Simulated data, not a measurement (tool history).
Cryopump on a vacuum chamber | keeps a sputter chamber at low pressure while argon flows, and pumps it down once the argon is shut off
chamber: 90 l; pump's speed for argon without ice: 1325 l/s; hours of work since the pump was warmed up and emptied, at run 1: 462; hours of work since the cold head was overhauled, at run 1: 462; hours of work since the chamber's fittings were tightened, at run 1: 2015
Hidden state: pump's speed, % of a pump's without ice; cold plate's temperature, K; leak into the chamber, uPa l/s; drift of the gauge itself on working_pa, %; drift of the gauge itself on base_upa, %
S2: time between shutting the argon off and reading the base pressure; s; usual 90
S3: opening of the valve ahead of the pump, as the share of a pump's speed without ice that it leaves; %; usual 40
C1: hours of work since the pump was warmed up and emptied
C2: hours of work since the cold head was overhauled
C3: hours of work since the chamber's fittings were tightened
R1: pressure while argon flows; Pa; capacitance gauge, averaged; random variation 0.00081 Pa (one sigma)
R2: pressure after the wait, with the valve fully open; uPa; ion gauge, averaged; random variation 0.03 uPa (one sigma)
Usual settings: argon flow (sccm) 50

Run 1, day 0: usual settings; C1 462; C2 462; C3 2015. Result: R1 0.1727 Pa, R2 2.11 uPa.
Run 2, day 1.046: usual settings; C1 476; C2 476; C3 2030. Result: R1 0.173 Pa, R2 2.18 uPa.
Run 3, day 2.35: usual settings; C1 494; C2 494; C3 2048. Result: R1 0.1725 Pa, R2 2.12 uPa.
Run 4, day 3.338: usual settings; C1 508; C2 508; C3 2062. Result: R1 0.1735 Pa, R2 2.2 uPa.
Run 5, day 3.946: usual settings; C1 517; C2 517; C3 2071. Result: R1 0.1738 Pa, R2 2.21 uPa.
Run 6, day 5.233: usual settings; C1 535; C2 535; C3 2089. Result: R1 0.1744 Pa, R2 2.11 uPa.
At day 6.617: pump warmed up, emptied and cooled again.
Run 7, day 6.746: usual settings; C1 2; C2 553; C3 2107. Result: R1 0.1598 Pa, R2 2.02 uPa.
Run 8, day 7.538: usual settings; C1 13; C2 564; C3 2118. Result: R1 0.1604 Pa, R2 1.98 uPa.
Run 9, day 8.575: usual settings; C1 27; C2 579; C3 2133. Result: R1 0.159 Pa, R2 2 uPa.
Run 10, day 9.179: usual settings; C1 36; C2 587; C3 2141. Result: R1 0.1606 Pa, R2 1.97 uPa.
Run 11, day 10.054: usual settings; C1 48; C2 599; C3 2153. Result: R1 0.1615 Pa, R2 2.06 uPa.
Run 12, day 11.158: usual settings; C1 64; C2 615; C3 2169. Result: R1 0.162 Pa, R2 1.97 uPa.
Run 13, day 11.733: usual settings; C1 72; C2 623; C3 2177. Result: R1 0.1609 Pa, R2 1.99 uPa.
Run 14, day 12.892: usual settings but S3 23 %; C1 88; C2 639; C3 2193. Result: R1 0.2783 Pa, R2 2.03 uPa.
Run 15, day 13.825: usual settings but S2 94 s; C1 101; C2 652; C3 2206. Result: R1 0.1625 Pa, R2 1.96 uPa.
Run 16, day 14.95: usual settings but argon flow (sccm) 47, S2 180 s; C1 117; C2 668; C3 2222. Result: R1 0.1532 Pa, R2 1.43 uPa.
Run 17, day 16.071: usual settings but argon flow (sccm) 47, S2 180 s; C1 132; C2 684; C3 2237. Result: R1 0.1531 Pa, R2 1.48 uPa.
Run 18, day 16.688: usual settings but S2 79 s, S3 60 %; C1 141; C2 692; C3 2246. Result: R1 0.1095 Pa, R2 2.26 uPa.
Run 19, day 17.471: usual settings but S2 79 s, S3 60 %; C1 152; C2 703; C3 2257. Result: R1 0.1102 Pa, R2 2.28 uPa.
Run 20, day 18.546: usual settings but argon flow (sccm) 48, S2 245 s, S3 20 %; C1 167; C2 718; C3 2272. Result: R1 0.3111 Pa, R2 1.28 uPa.
Run 21, day 19.279: usual settings but S2 230 s; C1 177; C2 728; C3 2282. Result: R1 0.1638 Pa, R2 1.27 uPa.
Run 22, day 19.904: usual settings but S2 230 s; C1 186; C2 737; C3 2291. Result: R1 0.1642 Pa, R2 1.31 uPa.
Run 23, day 20.954: usual settings but argon flow (sccm) 54, S2 30 s; C1 201; C2 752; C3 2306. Result: R1 0.1783 Pa, R2 4.58 uPa.
Run 24, day 22.196: usual settings but argon flow (sccm) 54, S2 30 s, S3 22 %; C1 218; C2 769; C3 2323. Result: R1 0.3205 Pa, R2 4.56 uPa.
Run 25, day 22.788: usual settings but argon flow (sccm) 47, S2 20 s, S3 39 %; C1 226; C2 778; C3 2332. Result: R1 0.1607 Pa, R2 6.47 uPa.
Run 26, day 23.5: usual settings but S2 171 s, S3 43 %; C1 236; C2 788; C3 2341. Result: R1 0.1551 Pa, R2 1.54 uPa.
Run 27, day 24.592: usual settings but S3 17 %; C1 252; C2 803; C3 2357. Result: R1 0.3811 Pa, R2 2.05 uPa.
Run 28, day 25.825: usual settings but S3 29 %; C1 269; C2 820; C3 2374. Result: R1 0.2267 Pa, R2 2.19 uPa.
Run 29, day 26.55: usual settings but argon flow (sccm) 30, S2 195 s, S3 52 %; C1 279; C2 830; C3 2384. Result: R1 0.0789 Pa, R2 1.43 uPa.
Run 30, day 27.608: usual settings but argon flow (sccm) 30, S2 195 s, S3 52 %; C1 294; C2 845; C3 2399. Result: R1 0.079 Pa, R2 1.48 uPa.

How the hidden state differs across the entries between the runs, from the last listed run before each to the first after it:
Between runs 6 and 7: pump warmed up, emptied and cooled again (day 6.617)
  pump's speed, % of a pump's without ice: 81.1 -> 99.8; leak into the chamber, uPa l/s: 971 -> 977
  measured less the result without the state, R1: +0.0151 -> +0.0005 Pa; R2: +0.68 -> +0.53 uPa
